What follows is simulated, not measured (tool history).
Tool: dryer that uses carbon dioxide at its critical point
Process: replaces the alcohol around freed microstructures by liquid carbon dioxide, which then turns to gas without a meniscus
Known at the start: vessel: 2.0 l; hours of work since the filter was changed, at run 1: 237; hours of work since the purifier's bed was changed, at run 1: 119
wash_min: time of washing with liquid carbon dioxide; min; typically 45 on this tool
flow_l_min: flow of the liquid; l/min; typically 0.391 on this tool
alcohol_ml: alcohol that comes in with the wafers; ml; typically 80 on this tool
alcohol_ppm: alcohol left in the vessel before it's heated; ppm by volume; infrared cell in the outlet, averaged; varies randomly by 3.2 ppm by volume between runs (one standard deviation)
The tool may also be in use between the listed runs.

| run | hour | wash_min | flow_l_min | alcohol_ml | hours of work since the filter was changed | hours of work since the purifier's bed was changed | alcohol_ppm |
|---|---|---|---|---|---|---|---|
| 1 | 0.0 | 45 | 0.391 | 80 | 237 | 119 | 44 |
| 2 | 10.6 | 30 | 0.391 | 80 | 244 | 126 | 335 |
| 3 | 20.0 | 30 | 0.391 | 80 | 250 | 132 | 336 |
| 4 | 27.3 | 45 | 0.391 | 80 | 255 | 137 | 48 |
| 5 | 37.5 | 45 | 0.391 | 80 | 261 | 144 | 47 |
| 6 | 44.6 | 45 | 0.391 | 80 | 266 | 148 | 51 |
| 7 | 52.7 | 45 | 0.391 | 80 | 271 | 153 | 50 |
| 8 | 59.7 | 45 | 0.391 | 24 | 276 | 158 | 37 |
| 9 | 68.1 | 45 | 0.391 | 24 | 281 | 163 | 34 |
| 10 | 72.6 | 50 | 0.391 | 24 | 284 | 166 | 27 |
| 11 | 79.7 | 45 | 0.391 | 80 | 289 | 171 | 55 |
| 12 | 89.5 | 45 | 0.391 | 80 | 295 | 177 | 56 |
| 13 | 95.8 | 45 | 0.391 | 80 | 299 | 181 | 58 |
| 14 | 105.4 | 45 | 0.391 | 80 | 305 | 187 | 59 |
| 15 | 114.7 | 45 | 0.391 | 80 | 311 | 193 | 59 |
| 16 | 123.5 | 45 | 0.391 | 80 | 317 | 199 | 68 |
| 17 | 130.2 | 50 | 0.391 | 80 | 321 | 203 | 44 |
| 18 | 140.5 | 50 | 0.391 | 80 | 328 | 210 | 43 |
| 19 | 149.5 | 50 | 0.391 | 80 | 334 | 216 | 47 |
| 20 | 156.5 | 50 | 0.391 | 80 | 338 | 221 | 50 |
| 21 | 160.9 | 50 | 0.391 | 80 | 341 | 223 | 50 |
| 22 | 168.7 | 50 | 0.391 | 80 | 346 | 228 | 44 |
| 23 | 174.3 | 50 | 0.391 | 80 | 350 | 232 | 48 |
| 24 | 182.4 | 45 | 0.484 | 80 | 355 | 237 | 39 |
| 25 | 189.1 | 44 | 0.391 | 80 | 360 | 242 | 80 |
| 26 | 195.5 | 44 | 0.391 | 119 | 364 | 246 | 105 |
| 27 | 201.9 | 44 | 0.266 | 68 | 368 | 250 | 411 |
| 28 | 207.8 | 71 | 0.532 | 80 | 372 | 254 | 33 |
| 29 | 215.6 | 45 | 0.391 | 38 | 377 | 259 | 51 |
| 30 | 223.2 | 45 | 0.391 | 38 | 382 | 264 | 52 |
| 31 | 233.0 | 50 | 0.441 | 80 | 388 | 270 | 39 |
| 32 | 243.1 | 56 | 0.391 | 25 | 394 | 277 | 30 |
| 33 | 253.6 | 56 | 0.391 | 25 | 401 | 283 | 41 |
| 34 | 261.8 | 32 | 0.433 | 75 | 407 | 289 | 218 |
| 35 | 268.3 | 43 | 0.391 | 80 | 411 | 293 | 105 |
|  | 274.4 | inlet filter changed |
| 36 | 277.2 | 30 | 0.583 | 33 | 2 | 298 | 39 |
| 37 | 286.0 | 69 | 0.313 | 80 | 8 | 304 | 36 |
| 38 | 296.2 | 45 | 0.631 | 80 | 14 | 310 | 33 |
| 39 | 306.3 | 45 | 0.248 | 68 | 21 | 317 | 264 |
| 40 | 314.4 | 45 | 0.248 | 68 | 26 | 322 | 264 |
| 41 | 320.8 | 66 | 0.537 | 20 | 30 | 326 | 40 |
| 42 | 328.5 | 43 | 0.391 | 45 | 35 | 331 | 54 |
| 43 | 334.3 | 34 | 0.391 | 53 | 39 | 335 | 102 |
| 44 | 343.4 | 34 | 0.391 | 53 | 45 | 341 | 105 |
| 45 | 352.9 | 60 | 0.388 | 53 | 51 | 347 | 44 |
| 46 | 361.7 | 60 | 0.388 | 53 | 57 | 353 | 36 |
| 47 | 368.4 | 60 | 0.388 | 53 | 61 | 357 | 38 |
| 48 | 376.7 | 45 | 0.455 | 102 | 66 | 362 | 48 |

3 ways to go on from here, each from the tool as it stands after run 48. What would each give?
| A | 383.3 | 45 | 0.391 | 59 | 71 | 367 | ? |
| B | 383.3 | 31 | 0.277 | 69 | 71 | 367 | ? |
| C | 383.3 | 45 | 0.455 | 80 | 71 | 367 | ? |

| run | alcohol_ppm |
|---|---|
| A | 50 |
| B | 838 |
| C | 48 |
Had the tool no hidden state, the same runs would have come out as:
| run | alcohol_ppm |
|---|---|
| A | 11 |
| B | 709 |
| C | 12 |
